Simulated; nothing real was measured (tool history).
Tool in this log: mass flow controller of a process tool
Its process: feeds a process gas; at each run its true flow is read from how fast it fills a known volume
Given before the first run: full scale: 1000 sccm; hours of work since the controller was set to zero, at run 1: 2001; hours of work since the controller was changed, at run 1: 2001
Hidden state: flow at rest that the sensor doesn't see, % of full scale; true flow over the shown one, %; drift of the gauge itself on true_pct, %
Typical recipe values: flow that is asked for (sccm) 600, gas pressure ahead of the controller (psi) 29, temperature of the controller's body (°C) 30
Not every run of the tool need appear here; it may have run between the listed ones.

run,hour,flow that is asked for (sccm),gas pressure ahead of the controller (psi),temperature of the controller's body (°C),hours of work since the controller was set to zero,hours of work since the controller was changed,true flow (%)
1,0,600,29,30,2001,2001,99.77
2,183.3,104,29,30,2063,2063,99.28
3,476.3,104,29,30,2164,2164,99.27
4,863.1,837,29,30,2297,2297,100.24
5,1077.2,837,29,30,2370,2370,100.22
6,1466.9,600,29,30,2504,2504,100.02
7,1759.6,600,29,36,2604,2604,100.45
8,2121.2,600,29,30,2728,2728,100.19
9,2379.6,600,26.5,30,2817,2817,100.25
10,2587.1,600,26.5,30,2888,2888,100.24
11,2921.3,600,29,30,3003,3003,100.2
12,3128.2,178,29,30,3074,3074,99.82
13,3418.9,600,29.3,30,3174,3174,100.3
14,3659.1,600,29.3,30,3256,3256,100.32
15,3912.3,783,38.1,20,3343,3343,100.04
16,4296,783,38.1,20,3474,3474,100.22

What does the tool deliver on the next run?
17,4658.4,466,22.8,23,3599,3599,?

true flow (%): 99.89
Take away the tool's hidden state, keep the run-to-run variation as it was, and the same run would have given true flow (%) 99.15.
